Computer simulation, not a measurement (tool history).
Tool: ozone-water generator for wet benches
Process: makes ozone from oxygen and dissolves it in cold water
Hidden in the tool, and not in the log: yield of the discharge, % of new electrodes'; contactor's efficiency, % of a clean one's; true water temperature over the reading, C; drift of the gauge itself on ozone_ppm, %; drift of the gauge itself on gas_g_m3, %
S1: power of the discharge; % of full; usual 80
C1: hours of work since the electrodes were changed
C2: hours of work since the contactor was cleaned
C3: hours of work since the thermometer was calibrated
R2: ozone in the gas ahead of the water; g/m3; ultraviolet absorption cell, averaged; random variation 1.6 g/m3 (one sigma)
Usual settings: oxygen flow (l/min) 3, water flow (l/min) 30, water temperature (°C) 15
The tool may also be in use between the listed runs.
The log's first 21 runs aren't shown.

run 22 day=21.7 | S1=48 oxygen_flow_(l/min)=3.34 water_flow_(l/min)=40 water_temperature_(°C)=16 | C1=877 C2=1954 C3=4703 | dissolved_ozone_(ppm)=10.3 R2=206.6
run 23 day=23.054 | S1=48 oxygen_flow_(l/min)=3.34 water_flow_(l/min)=40 water_temperature_(°C)=16 | C1=902 C2=1978 C3=4728 | dissolved_ozone_(ppm)=10.2 R2=208.5
run 24 day=24.275 | S1=48 oxygen_flow_(l/min)=1.94 water_flow_(l/min)=40 water_temperature_(°C)=10 | C1=924 C2=2001 C3=4750 | dissolved_ozone_(ppm)=8.9 R2=278.5
run 25 day=25.075 | S1=48 oxygen_flow_(l/min)=2.07 water_flow_(l/min)=40 water_temperature_(°C)=18 | C1=939 C2=2015 C3=4765 | dissolved_ozone_(ppm)=8.7 R2=276.1
run 26 day=26.233 | S1=80 oxygen_flow_(l/min)=3 water_flow_(l/min)=30 water_temperature_(°C)=10 | C1=960 C2=2036 C3=4786 | dissolved_ozone_(ppm)=18.5 R2=287.6
run 27 day=27.112 | S1=44 oxygen_flow_(l/min)=1.66 water_flow_(l/min)=31 water_temperature_(°C)=12 | C1=976 C2=2052 C3=4802 | dissolved_ozone_(ppm)=11 R2=292.5
run 28 day=28.125 | S1=71 oxygen_flow_(l/min)=4.62 water_flow_(l/min)=39 water_temperature_(°C)=17 | C1=994 C2=2071 C3=4820 | dissolved_ozone_(ppm)=13.9 R2=211.7
run 29 day=29.367 | S1=62 oxygen_flow_(l/min)=4.62 water_flow_(l/min)=39 water_temperature_(°C)=15 | C1=1017 C2=2093 C3=4843 | dissolved_ozone_(ppm)=12.9 R2=199.1
run 30 day=30.204 | S1=62 oxygen_flow_(l/min)=4.62 water_flow_(l/min)=39 water_temperature_(°C)=15 | C1=1032 C2=2109 C3=4858 | dissolved_ozone_(ppm)=13 R2=198.6
run 31 day=31.658 | S1=62 oxygen_flow_(l/min)=4.62 water_flow_(l/min)=39 water_temperature_(°C)=15 | C1=1059 C2=2135 C3=4885 | dissolved_ozone_(ppm)=13 R2=197.9
run 32 day=32.308 | S1=62 oxygen_flow_(l/min)=4.62 water_flow_(l/min)=39 water_temperature_(°C)=15 | C1=1071 C2=2147 C3=4896 | dissolved_ozone_(ppm)=13.1 R2=197.6
run 33 day=33.633 | S1=62 oxygen_flow_(l/min)=4.62 water_flow_(l/min)=39 water_temperature_(°C)=15 | C1=1095 C2=2171 C3=4921 | dissolved_ozone_(ppm)=12.9 R2=196.7

4 ways to go on from here, each from the tool as it stands after run 33. What would each give?
run A day=34.75 | S1=62 oxygen_flow_(l/min)=4.62 water_flow_(l/min)=26 water_temperature_(°C)=15 | C1=1115 C2=2191 C3=4941 | dissolved_ozone_(ppm)=? R2=?
run B day=34.75 | S1=62 oxygen_flow_(l/min)=2.34 water_flow_(l/min)=39 water_temperature_(°C)=9 | C1=1115 C2=2191 C3=4941 | dissolved_ozone_(ppm)=? R2=?
run C day=34.75 | S1=58 oxygen_flow_(l/min)=3 water_flow_(l/min)=45 water_temperature_(°C)=15 | C1=1115 C2=2191 C3=4941 | dissolved_ozone_(ppm)=? R2=?
run D day=34.75 | S1=62 oxygen_flow_(l/min)=4.62 water_flow_(l/min)=39 water_temperature_(°C)=7 | C1=1115 C2=2191 C3=4941 | dissolved_ozone_(ppm)=? R2=?

run=A dissolved_ozone_(ppm)=19.1 R2=198.9
run=B dissolved_ozone_(ppm)=11.1 R2=287.6
run=C dissolved_ozone_(ppm)=9.7 R2=242.6
run=D dissolved_ozone_(ppm)=13.8 R2=197.9
Without the tool's hidden state the same runs would have given:
run=A dissolved_ozone_(ppm)=20.1 R2=205.5
run=B dissolved_ozone_(ppm)=11.7 R2=297.1
run=C dissolved_ozone_(ppm)=10.2 R2=250.4
run=D dissolved_ozone_(ppm)=14.6 R2=204.5
